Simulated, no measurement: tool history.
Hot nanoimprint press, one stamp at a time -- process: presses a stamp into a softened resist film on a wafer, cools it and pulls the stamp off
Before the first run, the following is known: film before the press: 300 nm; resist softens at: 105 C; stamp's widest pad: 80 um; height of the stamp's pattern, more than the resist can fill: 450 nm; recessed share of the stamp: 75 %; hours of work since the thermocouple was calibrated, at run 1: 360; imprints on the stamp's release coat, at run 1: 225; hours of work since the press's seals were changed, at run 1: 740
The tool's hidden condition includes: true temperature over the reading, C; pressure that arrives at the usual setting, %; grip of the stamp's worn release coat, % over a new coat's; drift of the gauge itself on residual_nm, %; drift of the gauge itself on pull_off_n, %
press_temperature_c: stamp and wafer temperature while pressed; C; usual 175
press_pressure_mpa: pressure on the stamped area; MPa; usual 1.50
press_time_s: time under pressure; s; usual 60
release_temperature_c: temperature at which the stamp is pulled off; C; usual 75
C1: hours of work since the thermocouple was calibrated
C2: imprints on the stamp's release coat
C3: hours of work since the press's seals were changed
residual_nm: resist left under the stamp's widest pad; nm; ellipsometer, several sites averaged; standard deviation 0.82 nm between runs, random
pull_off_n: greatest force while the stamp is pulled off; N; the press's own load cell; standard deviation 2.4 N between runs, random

{"run": 1, "hour": 0.0, "press_temperature_c": 175, "press_pressure_mpa": 1.5, "press_time_s": 60, "release_temperature_c": 75, "C1": 360, "C2": 225, "C3": 740, "residual_nm": 179.2, "pull_off_n": 256}
{"run": 2, "hour": 59.9, "press_temperature_c": 175, "press_pressure_mpa": 1.5, "press_time_s": 60, "release_temperature_c": 75, "C1": 400, "C2": 420, "C3": 781, "residual_nm": 180.3, "pull_off_n": 253}
{"run": 3, "hour": 98.3, "press_temperature_c": 175, "press_pressure_mpa": 1.5, "press_time_s": 60, "release_temperature_c": 75, "C1": 427, "C2": 545, "C3": 807, "residual_nm": 182.8, "pull_off_n": 267}
{"run": 4, "hour": 156.7, "press_temperature_c": 175, "press_pressure_mpa": 1.5, "press_time_s": 60, "release_temperature_c": 75, "C1": 466, "C2": 735, "C3": 847, "residual_nm": 183.5, "pull_off_n": 275}
{"hour": 207.0, "done": "stamp cleaned and given a new release coat"}
{"hour": 225.1, "done": "plate thermocouple calibrated"}
{"run": 5, "hour": 225.1, "press_temperature_c": 175, "press_pressure_mpa": 1.5, "press_time_s": 61, "release_temperature_c": 75, "C1": 0, "C2": 49, "C3": 887, "residual_nm": 173.1, "pull_off_n": 241}
{"run": 6, "hour": 272.9, "press_temperature_c": 171, "press_pressure_mpa": 1.5, "press_time_s": 60, "release_temperature_c": 75, "C1": 32, "C2": 204, "C3": 919, "residual_nm": 194.5, "pull_off_n": 242}
{"run": 7, "hour": 332.6, "press_temperature_c": 175, "press_pressure_mpa": 1.5, "press_time_s": 60, "release_temperature_c": 75, "C1": 73, "C2": 398, "C3": 960, "residual_nm": 176.3, "pull_off_n": 254}
{"run": 8, "hour": 401.9, "press_temperature_c": 175, "press_pressure_mpa": 1.5, "press_time_s": 60, "release_temperature_c": 61, "C1": 120, "C2": 623, "C3": 1007, "residual_nm": 178.1, "pull_off_n": 342}
{"run": 9, "hour": 469.0, "press_temperature_c": 175, "press_pressure_mpa": 1.5, "press_time_s": 60, "release_temperature_c": 61, "C1": 165, "C2": 841, "C3": 1052, "residual_nm": 177.3, "pull_off_n": 353}
{"hour": 482.2, "done": "stamp cleaned and given a new release coat"}
{"run": 10, "hour": 507.4, "press_temperature_c": 175, "press_pressure_mpa": 1.5, "press_time_s": 60, "release_temperature_c": 61, "C1": 187, "C2": 82, "C3": 1074, "residual_nm": 179.6, "pull_off_n": 322}
{"run": 11, "hour": 553.4, "press_temperature_c": 168, "press_pressure_mpa": 1.5, "press_time_s": 60, "release_temperature_c": 75, "C1": 219, "C2": 231, "C3": 1106, "residual_nm": 214.6, "pull_off_n": 252}
{"run": 12, "hour": 623.5, "press_temperature_c": 168, "press_pressure_mpa": 1.5, "press_time_s": 60, "release_temperature_c": 75, "C1": 266, "C2": 459, "C3": 1153, "residual_nm": 217.5, "pull_off_n": 260}
{"hour": 663.3, "done": "press's hydraulic seals changed and the load cell set to zero"}
{"run": 13, "hour": 675.2, "press_temperature_c": 168, "press_pressure_mpa": 1.5, "press_time_s": 60, "release_temperature_c": 75, "C1": 296, "C2": 601, "C3": 8, "residual_nm": 210.1, "pull_off_n": 264}
{"run": 14, "hour": 706.4, "press_temperature_c": 175, "press_pressure_mpa": 1.5, "press_time_s": 37, "release_temperature_c": 75, "C1": 317, "C2": 703, "C3": 29, "residual_nm": 201.3, "pull_off_n": 272}
{"run": 15, "hour": 748.3, "press_temperature_c": 175, "press_pressure_mpa": 1.5, "press_time_s": 37, "release_temperature_c": 75, "C1": 345, "C2": 839, "C3": 58, "residual_nm": 200.3, "pull_off_n": 276}
{"hour": 761.7, "done": "stamp cleaned and given a new release coat"}
{"run": 16, "hour": 804.8, "press_temperature_c": 164, "press_pressure_mpa": 1.49, "press_time_s": 71, "release_temperature_c": 69, "C1": 380, "C2": 140, "C3": 92, "residual_nm": 227.2, "pull_off_n": 282}
{"run": 17, "hour": 875.2, "press_temperature_c": 164, "press_pressure_mpa": 1.49, "press_time_s": 71, "release_temperature_c": 69, "C1": 427, "C2": 369, "C3": 140, "residual_nm": 226.6, "pull_off_n": 293}
{"run": 18, "hour": 933.8, "press_temperature_c": 176, "press_pressure_mpa": 1.5, "press_time_s": 60, "release_temperature_c": 69, "C1": 467, "C2": 559, "C3": 179, "residual_nm": 174.3, "pull_off_n": 304}
{"run": 19, "hour": 991.3, "press_temperature_c": 186, "press_pressure_mpa": 1.0, "press_time_s": 60, "release_temperature_c": 82, "C1": 506, "C2": 746, "C3": 218, "residual_nm": 156.2, "pull_off_n": 231}
{"hour": 999.4, "done": "plate thermocouple calibrated"}
{"hour": 1038.8, "done": "stamp cleaned and given a new release coat"}
{"run": 20, "hour": 1068.8, "press_temperature_c": 186, "press_pressure_mpa": 1.0, "press_time_s": 60, "release_temperature_c": 82, "C1": 43, "C2": 98, "C3": 265, "residual_nm": 147.5, "pull_off_n": 205}
{"run": 21, "hour": 1138.6, "press_temperature_c": 186, "press_pressure_mpa": 1.62, "press_time_s": 77, "release_temperature_c": 75, "C1": 90, "C2": 324, "C3": 312, "residual_nm": 108.7, "pull_off_n": 244}
{"run": 22, "hour": 1176.5, "press_temperature_c": 170, "press_pressure_mpa": 1.62, "press_time_s": 85, "release_temperature_c": 75, "C1": 116, "C2": 448, "C3": 338, "residual_nm": 172.5, "pull_off_n": 255}
{"run": 23, "hour": 1222.5, "press_temperature_c": 170, "press_pressure_mpa": 1.07, "press_time_s": 85, "release_temperature_c": 75, "C1": 147, "C2": 597, "C3": 369, "residual_nm": 201.5, "pull_off_n": 259}
{"run": 24, "hour": 1284.0, "press_temperature_c": 185, "press_pressure_mpa": 2.01, "press_time_s": 60, "release_temperature_c": 78, "C1": 189, "C2": 797, "C3": 411, "residual_nm": 113.1, "pull_off_n": 249}
{"hour": 1314.2, "done": "stamp cleaned and given a new release coat"}
{"run": 25, "hour": 1334.3, "press_temperature_c": 185, "press_pressure_mpa": 2.01, "press_time_s": 60, "release_temperature_c": 78, "C1": 219, "C2": 65, "C3": 441, "residual_nm": 114.4, "pull_off_n": 229}
{"run": 26, "hour": 1372.6, "press_temperature_c": 165, "press_pressure_mpa": 0.92, "press_time_s": 94, "release_temperature_c": 72, "C1": 245, "C2": 189, "C3": 467, "residual_nm": 233.9, "pull_off_n": 264}
{"run": 27, "hour": 1426.9, "press_temperature_c": 174, "press_pressure_mpa": 1.5, "press_time_s": 60, "release_temperature_c": 75, "C1": 282, "C2": 366, "C3": 504, "residual_nm": 178.3, "pull_off_n": 253}
{"run": 28, "hour": 1477.8, "press_temperature_c": 174, "press_pressure_mpa": 2.07, "press_time_s": 48, "release_temperature_c": 75, "C1": 316, "C2": 531, "C3": 538, "residual_nm": 172.7, "pull_off_n": 263}
{"run": 29, "hour": 1527.5, "press_temperature_c": 174, "press_pressure_mpa": 2.07, "press_time_s": 48, "release_temperature_c": 65, "C1": 350, "C2": 693, "C3": 572, "residual_nm": 173.9, "pull_off_n": 330}
{"hour": 1589.8, "done": "stamp cleaned and given a new release coat"}
{"run": 30, "hour": 1600.2, "press_temperature_c": 177, "press_pressure_mpa": 1.87, "press_time_s": 117, "release_temperature_c": 75, "C1": 395, "C2": 34, "C3": 617, "residual_nm": 119.3, "pull_off_n": 246}

Each row is a separate what-if for the run after 30, all from the same tool condition, not one after another. Results?
{"run": "A", "hour": 1646.4, "press_temperature_c": 172, "press_pressure_mpa": 1.87, "press_time_s": 117, "release_temperature_c": 75, "C1": 427, "C2": 184, "C3": 649, "residual_nm": "?", "pull_off_n": "?"}
{"run": "B", "hour": 1646.4, "press_temperature_c": 166, "press_pressure_mpa": 1.87, "press_time_s": 117, "release_temperature_c": 71, "C1": 427, "C2": 184, "C3": 649, "residual_nm": "?", "pull_off_n": "?"}
{"run": "C", "hour": 1646.4, "press_temperature_c": 177, "press_pressure_mpa": 1.87, "press_time_s": 117, "release_temperature_c": 79, "C1": 427, "C2": 184, "C3": 649, "residual_nm": "?", "pull_off_n": "?"}
{"run": "D", "hour": 1646.4, "press_temperature_c": 177, "press_pressure_mpa": 1.1, "press_time_s": 117, "release_temperature_c": 75, "C1": 427, "C2": 184, "C3": 649, "residual_nm": "?", "pull_off_n": "?"}

run=A residual_nm=142.6 pull_off_n=252
run=B residual_nm=178.3 pull_off_n=276
run=C residual_nm=121.2 pull_off_n=228
run=D residual_nm=151.3 pull_off_n=249
Without the tool's unlogged condition, the same runs would have read:
run=A residual_nm=130.7 pull_off_n=237
run=B residual_nm=164.5 pull_off_n=260
run=C residual_nm=111.0 pull_off_n=214
run=D residual_nm=141.6 pull_off_n=234

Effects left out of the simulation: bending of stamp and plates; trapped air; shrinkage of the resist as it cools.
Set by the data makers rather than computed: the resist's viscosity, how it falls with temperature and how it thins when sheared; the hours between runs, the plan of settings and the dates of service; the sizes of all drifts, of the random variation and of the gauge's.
